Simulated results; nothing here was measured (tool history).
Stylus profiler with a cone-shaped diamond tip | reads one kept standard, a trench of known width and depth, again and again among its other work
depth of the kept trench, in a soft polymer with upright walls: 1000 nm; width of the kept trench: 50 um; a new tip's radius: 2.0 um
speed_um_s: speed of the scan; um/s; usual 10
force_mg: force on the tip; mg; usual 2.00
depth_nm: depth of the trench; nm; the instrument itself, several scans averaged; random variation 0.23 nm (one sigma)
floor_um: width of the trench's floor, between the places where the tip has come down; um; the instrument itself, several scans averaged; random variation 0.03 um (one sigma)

run,day,speed_um_s,force_mg,depth_nm,floor_um
1,0.000,10,2.00,1014.56,44.63
2,0.983,39,2.00,1015.06,44.42
3,1.912,10,1.24,1011.53,44.59
4,3.175,10,1.13,1010.49,44.51
5,4.333,10,1.13,1010.86,44.52
6,4.967,10,2.00,1015.21,44.49
7,5.567,10,1.40,1012.47,44.42
# day 5.671: height scale calibrated on a step standard
8,6.958,10,1.40,1012.77,44.49
9,7.825,38,2.00,1015.26,44.28
10,8.508,38,2.00,1015.63,44.30
11,9.229,7,2.00,1015.49,44.42
12,10.146,10,3.11,1020.05,44.41
13,11.071,29,1.39,1012.65,44.23
14,12.446,14,0.75,1009.33,44.25
# day 13.396: height scale calibrated on a step standard, once more
15,13.567,17,2.00,1013.02,44.29
16,14.750,4,2.00,1013.16,44.31
17,15.529,3,2.00,1013.28,44.32
18,16.592,10,5.28,1025.53,44.27
19,17.996,30,1.65,1011.58,44.04
20,18.692,33,2.73,1016.02,44.13

Hidden state or all else? Some run-to-run changes of depth_nm, split into what the settings, what came in and random variation would give without the hidden state, and what is left for the hidden state (with any gauge scatter that isn't in both results):
The hidden state here: radius of the tip, um; height scale over the true one, %; drift of the gauge itself on depth_nm, %; drift of the gauge itself on floor_um, %.
Run 7 -> 8: height scale calibrated on a step standard. depth_nm +0.30 nm: hidden state +0.61, all else -0.31.
Run 14 -> 15: speed_um_s 14 -> 17, force_mg 0.75 -> 2.00, height scale calibrated on a step standard, once more. depth_nm +3.69 nm: hidden state -2.67, all else +6.36.
Run 17 -> 18: speed_um_s 3 -> 10, force_mg 2.00 -> 5.28. depth_nm +12.25 nm: hidden state +0.02, all else +12.23.
Run 18 -> 19: speed_um_s 10 -> 30, force_mg 5.28 -> 1.65. depth_nm -13.95 nm: hidden state +0.03, all else -13.98.

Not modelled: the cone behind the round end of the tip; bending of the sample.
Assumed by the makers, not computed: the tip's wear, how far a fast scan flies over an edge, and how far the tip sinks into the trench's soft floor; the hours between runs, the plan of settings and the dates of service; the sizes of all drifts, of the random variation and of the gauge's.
